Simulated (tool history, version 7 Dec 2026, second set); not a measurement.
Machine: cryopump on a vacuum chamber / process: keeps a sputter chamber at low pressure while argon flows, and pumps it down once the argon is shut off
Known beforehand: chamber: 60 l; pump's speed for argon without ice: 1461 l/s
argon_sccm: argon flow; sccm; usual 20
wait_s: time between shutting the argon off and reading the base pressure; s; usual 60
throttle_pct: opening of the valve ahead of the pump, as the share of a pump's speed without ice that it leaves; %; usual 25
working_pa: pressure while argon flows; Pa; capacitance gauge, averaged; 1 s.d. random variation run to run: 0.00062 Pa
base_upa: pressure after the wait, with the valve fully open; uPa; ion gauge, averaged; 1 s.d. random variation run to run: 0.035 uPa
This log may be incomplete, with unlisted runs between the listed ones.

| run | hour | argon_sccm | wait_s | throttle_pct | working_pa | base_upa |
|---|---|---|---|---|---|---|
| 1 | 0.0 | 20 | 60 | 25 | 0.0998 | 4.68 |
| 2 | 24.6 | 20 | 60 | 25 | 0.1000 | 4.78 |
|  | 38.2 | pump warmed up, emptied and cooled again |
| 3 | 43.8 | 20 | 60 | 25 | 0.0926 | 4.16 |
| 4 | 66.0 | 20 | 60 | 25 | 0.0931 | 3.99 |
| 5 | 93.3 | 20 | 60 | 25 | 0.0933 | 4.23 |
| 6 | 122.0 | 20 | 60 | 25 | 0.0936 | 4.39 |
| 7 | 145.6 | 20 | 59 | 25 | 0.0937 | 4.36 |
|  | 161.3 | leaking fittings of the chamber tightened, without venting |
| 8 | 172.7 | 20 | 59 | 25 | 0.0937 | 1.97 |
| 9 | 192.8 | 20 | 60 | 25 | 0.0962 | 1.92 |
| 10 | 221.2 | 20 | 60 | 46 | 0.0536 | 2.00 |
| 11 | 253.5 | 20 | 60 | 46 | 0.0526 | 1.99 |
| 12 | 278.2 | 20 | 60 | 25 | 0.0953 | 2.04 |
| 13 | 310.2 | 20 | 60 | 25 | 0.0969 | 2.05 |
| 14 | 332.2 | 20 | 60 | 25 | 0.0973 | 2.08 |
| 15 | 351.8 | 20 | 60 | 25 | 0.0969 | 2.12 |
| 16 | 367.5 | 20 | 60 | 25 | 0.0977 | 2.11 |
| 17 | 392.9 | 20 | 60 | 25 | 0.1000 | 2.19 |
| 18 | 410.8 | 9 | 60 | 51 | 0.0231 | 2.20 |
| 19 | 424.8 | 30 | 94 | 42 | 0.0915 | 1.52 |
| 20 | 451.6 | 30 | 94 | 42 | 0.0931 | 1.61 |
| 21 | 482.6 | 20 | 20 | 59 | 0.0472 | 5.69 |
| 22 | 516.9 | 34 | 283 | 20 | 0.2122 | 0.98 |
| 23 | 550.1 | 34 | 283 | 20 | 0.2121 | 1.04 |
|  | 567.0 | pump warmed up, emptied and cooled again |
| 24 | 578.2 | 32 | 283 | 55 | 0.0676 | 0.81 |
| 25 | 605.3 | 17 | 80 | 15 | 0.1312 | 1.84 |
| 26 | 627.1 | 28 | 48 | 39 | 0.0847 | 2.62 |
| 27 | 650.0 | 19 | 42 | 18 | 0.1240 | 3.02 |
| 28 | 674.2 | 19 | 42 | 18 | 0.1247 | 3.03 |
| 29 | 690.1 | 19 | 263 | 50 | 0.0456 | 0.97 |
| 30 | 710.6 | 19 | 244 | 30 | 0.0764 | 1.04 |
| 31 | 733.1 | 8 | 126 | 46 | 0.0210 | 1.49 |
| 32 | 759.0 | 15 | 60 | 24 | 0.0742 | 2.43 |
| 33 | 785.7 | 36 | 257 | 24 | 0.1805 | 1.13 |
| 34 | 817.7 | 36 | 257 | 24 | 0.1801 | 1.13 |

Here are 3 independent what-if runs from the current tool condition. What would each one return?
| A | 842.3 | 20 | 60 | 18 | ? | ? |
| B | 842.3 | 36 | 257 | 17 | ? | ? |
| C | 842.3 | 20 | 83 | 25 | ? | ? |

| run | working_pa | base_upa |
|---|---|---|
| A | 0.1324 | 2.55 |
| B | 0.2533 | 1.15 |
| C | 0.0972 | 2.02 |
The same runs, with their run-to-run variation unchanged, on a tool lacking any hidden condition would have given:
| run | working_pa | base_upa |
|---|---|---|
| A | 0.1280 | 1.92 |
| B | 0.2455 | 0.57 |
| C | 0.0929 | 1.41 |
